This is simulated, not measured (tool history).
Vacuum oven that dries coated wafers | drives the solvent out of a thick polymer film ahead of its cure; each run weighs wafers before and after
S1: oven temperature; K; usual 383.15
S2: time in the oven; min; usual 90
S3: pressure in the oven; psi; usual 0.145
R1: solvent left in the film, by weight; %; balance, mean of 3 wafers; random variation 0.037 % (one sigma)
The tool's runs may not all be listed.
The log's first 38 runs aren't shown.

run,hour,S1,S2,S3,R1
39,409.9,388.15,109,0.181,0.51
40,417.9,388.15,109,0.181,0.53
41,428.7,384.15,65,0.109,1.52
42,440.3,386.15,143,0.435,1.01
43,448.3,383.15,46,0.281,3.03
44,462.5,370.15,47,0.225,5.64
45,476.2,383.15,117,0.078,0.52
46,482.9,375.15,134,0.113,0.96
47,497.8,369.15,134,0.439,2.8
48,506,385.15,130,0.113,0.45

Forecast each of these 3 alternatives for the next run:
A,514.9,396.15,86,0.229,?
B,514.9,385.15,73,0.319,?
C,514.9,397.15,90,0.093,?

run,R1
A,0.46
B,1.45
C,0.17
Without the tool's hidden state the same runs would have given:
run,R1
A,0.36
B,1.24
C,0.09
